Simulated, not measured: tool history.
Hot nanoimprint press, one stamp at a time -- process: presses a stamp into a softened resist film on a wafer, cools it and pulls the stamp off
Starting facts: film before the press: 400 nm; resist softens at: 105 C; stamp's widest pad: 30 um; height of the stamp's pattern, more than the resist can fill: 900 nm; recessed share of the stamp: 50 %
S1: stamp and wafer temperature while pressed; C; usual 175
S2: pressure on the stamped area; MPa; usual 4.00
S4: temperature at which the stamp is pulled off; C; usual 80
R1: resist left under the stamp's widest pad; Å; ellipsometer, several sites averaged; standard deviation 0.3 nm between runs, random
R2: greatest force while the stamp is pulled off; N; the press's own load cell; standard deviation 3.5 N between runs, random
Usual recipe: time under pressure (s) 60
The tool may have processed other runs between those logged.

{"run": 1, "hour": 0.0, "S1": 175, "S2": 4.0, "time under pressure (s)": 60, "S4": 80, "R1": 1926, "R2": 173}
{"run": 2, "hour": 72.8, "S1": 175, "S2": 4.0, "time under pressure (s)": 109, "S4": 80, "R1": 1582, "R2": 162}
{"hour": 129.8, "done": "stamp cleaned and given a new release coat"}
{"run": 3, "hour": 164.2, "S1": 175, "S2": 4.0, "time under pressure (s)": 109, "S4": 80, "R1": 1579, "R2": 169}
{"run": 4, "hour": 211.3, "S1": 175, "S2": 4.0, "time under pressure (s)": 109, "S4": 80, "R1": 1577, "R2": 169}
{"run": 5, "hour": 282.4, "S1": 175, "S2": 4.0, "time under pressure (s)": 109, "S4": 80, "R1": 1579, "R2": 171}
{"hour": 296.8, "done": "stamp cleaned and given a new release coat"}
{"run": 6, "hour": 357.3, "S1": 175, "S2": 4.0, "time under pressure (s)": 60, "S4": 80, "R1": 1914, "R2": 171}
{"hour": 414.9, "done": "plate thermocouple calibrated"}
{"run": 7, "hour": 430.3, "S1": 175, "S2": 4.0, "time under pressure (s)": 60, "S4": 80, "R1": 1917, "R2": 173}
{"hour": 461.3, "done": "stamp cleaned and given a new release coat"}
{"hour": 502.9, "done": "press's hydraulic seals changed and the load cell set to zero"}
{"run": 8, "hour": 515.1, "S1": 175, "S2": 4.0, "time under pressure (s)": 60, "S4": 69, "R1": 1912, "R2": 221}
{"run": 9, "hour": 557.9, "S1": 175, "S2": 4.0, "time under pressure (s)": 60, "S4": 69, "R1": 1912, "R2": 232}
{"run": 10, "hour": 610.1, "S1": 175, "S2": 4.0, "time under pressure (s)": 60, "S4": 69, "R1": 1913, "R2": 236}
{"hour": 634.9, "done": "stamp cleaned and given a new release coat"}
{"run": 11, "hour": 670.6, "S1": 184, "S2": 4.0, "time under pressure (s)": 60, "S4": 80, "R1": 1534, "R2": 175}
{"run": 12, "hour": 726.9, "S1": 175, "S2": 4.0, "time under pressure (s)": 60, "S4": 80, "R1": 1906, "R2": 171}
{"run": 13, "hour": 787.1, "S1": 169, "S2": 4.0, "time under pressure (s)": 60, "S4": 80, "R1": 2208, "R2": 170}
{"hour": 796.8, "done": "stamp cleaned and given a new release coat"}
{"hour": 801.1, "done": "gauge calibrated"}
{"run": 14, "hour": 883.2, "S1": 169, "S2": 4.0, "time under pressure (s)": 60, "S4": 80, "R1": 2223, "R2": 173}
{"hour": 919.8, "done": "plate thermocouple calibrated"}
{"hour": 963.8, "done": "stamp cleaned and given a new release coat"}
{"run": 15, "hour": 982.8, "S1": 175, "S2": 4.58, "time under pressure (s)": 60, "S4": 80, "R1": 1782, "R2": 173}
{"run": 16, "hour": 1068.1, "S1": 175, "S2": 4.58, "time under pressure (s)": 60, "S4": 80, "R1": 1776, "R2": 172}
{"hour": 1129.3, "done": "stamp cleaned and given a new release coat"}
{"run": 17, "hour": 1156.2, "S1": 173, "S2": 2.43, "time under pressure (s)": 53, "S4": 81, "R1": 2646, "R2": 162}
{"run": 18, "hour": 1235.8, "S1": 175, "S2": 4.42, "time under pressure (s)": 60, "S4": 77, "R1": 1811, "R2": 182}
{"hour": 1292.6, "done": "stamp cleaned and given a new release coat"}
{"run": 19, "hour": 1297.9, "S1": 175, "S2": 4.42, "time under pressure (s)": 60, "S4": 77, "R1": 1808, "R2": 175}
{"run": 20, "hour": 1376.4, "S1": 175, "S2": 4.42, "time under pressure (s)": 60, "S4": 77, "R1": 1805, "R2": 177}
{"hour": 1412.3, "done": "plate thermocouple calibrated"}
{"run": 21, "hour": 1450.9, "S1": 175, "S2": 4.47, "time under pressure (s)": 60, "S4": 73, "R1": 1793, "R2": 212}
{"hour": 1463.1, "done": "stamp cleaned and given a new release coat"}
{"run": 22, "hour": 1514.4, "S1": 175, "S2": 4.47, "time under pressure (s)": 60, "S4": 73, "R1": 1792, "R2": 211}
{"run": 23, "hour": 1568.8, "S1": 175, "S2": 4.47, "time under pressure (s)": 60, "S4": 73, "R1": 1795, "R2": 197}
{"run": 24, "hour": 1615.9, "S1": 175, "S2": 6.14, "time under pressure (s)": 119, "S4": 80, "R1": 1178, "R2": 172}
{"hour": 1627.6, "done": "stamp cleaned and given a new release coat"}
{"hour": 1633.9, "done": "gauge calibrated"}
{"run": 25, "hour": 1687.0, "S1": 175, "S2": 4.0, "time under pressure (s)": 98, "S4": 67, "R1": 1644, "R2": 238}
{"run": 26, "hour": 1740.9, "S1": 175, "S2": 4.0, "time under pressure (s)": 98, "S4": 67, "R1": 1640, "R2": 239}
{"hour": 1789.6, "done": "stamp cleaned and given a new release coat"}
{"hour": 1816.2, "done": "press's hydraulic seals changed and the load cell set to zero"}
{"run": 27, "hour": 1820.3, "S1": 184, "S2": 2.7, "time under pressure (s)": 99, "S4": 82, "R1": 1642, "R2": 158}
{"run": 28, "hour": 1869.9, "S1": 178, "S2": 4.74, "time under pressure (s)": 40, "S4": 76, "R1": 1846, "R2": 186}
{"hour": 1917.8, "done": "plate thermocouple calibrated"}
{"run": 29, "hour": 1952.9, "S1": 172, "S2": 4.55, "time under pressure (s)": 60, "S4": 82, "R1": 1929, "R2": 162}
{"hour": 1963.4, "done": "stamp cleaned and given a new release coat"}
{"run": 30, "hour": 2042.6, "S1": 169, "S2": 4.0, "time under pressure (s)": 64, "S4": 70, "R1": 2172, "R2": 219}

Below are 3 alternative next runs, each starting from the tool's condition after run 30. Predict each:
{"run": "A", "hour": 2108.0, "S1": 170, "S2": 4.0, "time under pressure (s)": 67, "S4": 70, "R1": "?", "R2": "?"}
{"run": "B", "hour": 2108.0, "S1": 186, "S2": 4.0, "time under pressure (s)": 64, "S4": 66, "R1": "?", "R2": "?"}
{"run": "C", "hour": 2108.0, "S1": 175, "S2": 4.76, "time under pressure (s)": 42, "S4": 76, "R1": "?", "R2": "?"}

run=A R1=2089 R2=222
run=B R1=1441 R2=244
run=C R1=1950 R2=191
With the hidden condition removed and each run's random variation left untouched, the same runs would have given:
run=A R1=2102 R2=218
run=B R1=1450 R2=240
run=C R1=1962 R2=188
